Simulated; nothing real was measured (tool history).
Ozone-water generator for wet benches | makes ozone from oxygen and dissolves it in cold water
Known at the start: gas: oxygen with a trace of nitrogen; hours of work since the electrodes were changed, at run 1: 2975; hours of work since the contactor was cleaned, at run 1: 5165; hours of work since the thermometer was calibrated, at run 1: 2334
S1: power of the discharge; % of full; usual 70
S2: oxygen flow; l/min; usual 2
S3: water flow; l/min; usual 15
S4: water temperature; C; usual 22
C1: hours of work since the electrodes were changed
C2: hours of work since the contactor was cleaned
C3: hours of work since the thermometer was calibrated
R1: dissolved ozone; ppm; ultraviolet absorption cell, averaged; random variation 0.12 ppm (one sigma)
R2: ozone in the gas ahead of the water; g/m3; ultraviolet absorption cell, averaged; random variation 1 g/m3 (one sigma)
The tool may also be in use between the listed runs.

run     day  S1  S2  S3  S4    C1    C2    C3    R1     R2
  1       0  70   2  15  22  2975  5165  2334  10.6  173.8
  2   3.375  70   2  15  22  3037  5226  2395  10.6  172.2
  3   5.721  70   2  15  22  3080  5269  2438  10.6  172.3
  4    7.45  70   2  13  22  3111  5301  2470  12.2  173.1
  5  10.304  70   2   9  22  3164  5353  2522  16.1  172.5
  6  14.004  70   2   9  22  3231  5420  2589  16.1  172.5
  7  17.388  70   2  15  15  3293  5482  2651  11.2  170.9
  8  19.225  70   2  15  30  3326  5516  2684   9.4    171
  9  22.258  70   2  15  30  3382  5571  2740   9.4  170.3
 10  26.162  70   2  15  30  3453  5642  2811   9.4  172.1
 11  30.079  70   2  15  22  3525  5714  2883  10.5  170.6
 12  32.862  70   2  15  22  3575  5765  2933  10.5  170.6
 13  36.204  70   2  11  22  3636  5826  2994  13.6  171.4
 14  38.529  70   2  11  22  3679  5868  3037  13.4  168.9
 15  42.021  70   2  15  15  3743  5932  3101    11    171
 16  45.775  70   2  15  15  3811  6000  3169    11  170.3

Forecast run 17:
 17  48.696  54   2  15  22  3864  6054  3223   ?   ?

{"run 17": {"R1": 8.6, "R2": 143.1}}
Without the tool's hidden state the same run would have given R1 9.7 ppm, R2 150.6 g/m3.
